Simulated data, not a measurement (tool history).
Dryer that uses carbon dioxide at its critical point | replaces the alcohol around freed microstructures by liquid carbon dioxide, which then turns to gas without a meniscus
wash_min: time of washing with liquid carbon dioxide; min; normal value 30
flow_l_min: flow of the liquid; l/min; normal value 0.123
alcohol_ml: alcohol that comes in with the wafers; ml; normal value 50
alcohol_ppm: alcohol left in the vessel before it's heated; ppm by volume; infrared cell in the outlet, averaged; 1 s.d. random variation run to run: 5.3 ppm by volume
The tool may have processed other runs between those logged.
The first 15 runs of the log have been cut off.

| run | hour | wash_min | flow_l_min | alcohol_ml | hours of work since the filter was changed | hours of work since the purifier's bed was changed | alcohol_ppm |
|---|---|---|---|---|---|---|---|
| 16 | 162.2 | 30 | 0.123 | 50 | 235 | 228 | 251 |
| 17 | 174.4 | 30 | 0.123 | 50 | 239 | 232 | 244 |
| 18 | 187.9 | 18 | 0.123 | 50 | 244 | 236 | 2499 |
| 19 | 194.6 | 18 | 0.123 | 50 | 246 | 238 | 2522 |
| 20 | 201.8 | 18 | 0.123 | 50 | 248 | 241 | 2535 |
| 21 | 213.7 | 31 | 0.123 | 26 | 252 | 244 | 130 |
| 22 | 222.0 | 31 | 0.123 | 26 | 255 | 247 | 138 |
| 23 | 236.7 | 20 | 0.160 | 71 | 260 | 252 | 679 |
| 24 | 249.5 | 30 | 0.087 | 50 | 264 | 256 | 1435 |
| 25 | 259.9 | 26 | 0.186 | 50 | 267 | 260 | 68 |
| 26 | 267.2 | 26 | 0.186 | 50 | 270 | 262 | 83 |
| 27 | 274.0 | 26 | 0.090 | 50 | 272 | 264 | 2206 |
| 28 | 287.8 | 26 | 0.158 | 26 | 276 | 269 | 93 |
| 29 | 300.8 | 26 | 0.158 | 26 | 281 | 273 | 109 |
| 30 | 313.4 | 23 | 0.118 | 50 | 285 | 277 | 1182 |
|  | 323.9 | inlet filter changed |
| 31 | 325.7 | 27 | 0.123 | 50 | 1 | 281 | 277 |
| 32 | 336.5 | 28 | 0.123 | 74 | 4 | 284 | 351 |
| 33 | 344.8 | 29 | 0.160 | 38 | 7 | 287 | 63 |
| 34 | 355.3 | 29 | 0.160 | 38 | 10 | 290 | 67 |
| 35 | 366.6 | 26 | 0.143 | 22 | 14 | 294 | 103 |
| 36 | 379.7 | 39 | 0.103 | 50 | 18 | 298 | 131 |
| 37 | 388.8 | 39 | 0.103 | 50 | 21 | 301 | 127 |
| 38 | 400.0 | 44 | 0.152 | 42 | 25 | 305 | 49 |

Here are 4 independent what-if runs from the current tool condition. What would each one return?
| A | 407.0 | 31 | 0.098 | 42 | 27 | 307 | ? |
| B | 407.0 | 23 | 0.129 | 50 | 27 | 307 | ? |
| C | 407.0 | 32 | 0.174 | 29 | 27 | 307 | ? |
| D | 407.0 | 27 | 0.088 | 91 | 27 | 307 | ? |

| run | alcohol_ppm |
|---|---|
| A | 418 |
| B | 517 |
| C | 57 |
| D | 2641 |
The same runs, with their run-to-run variation unchanged, on a tool lacking any hidden condition would have given:
| run | alcohol_ppm |
|---|---|
| A | 341 |
| B | 434 |
| C | 7 |
| D | 2443 |
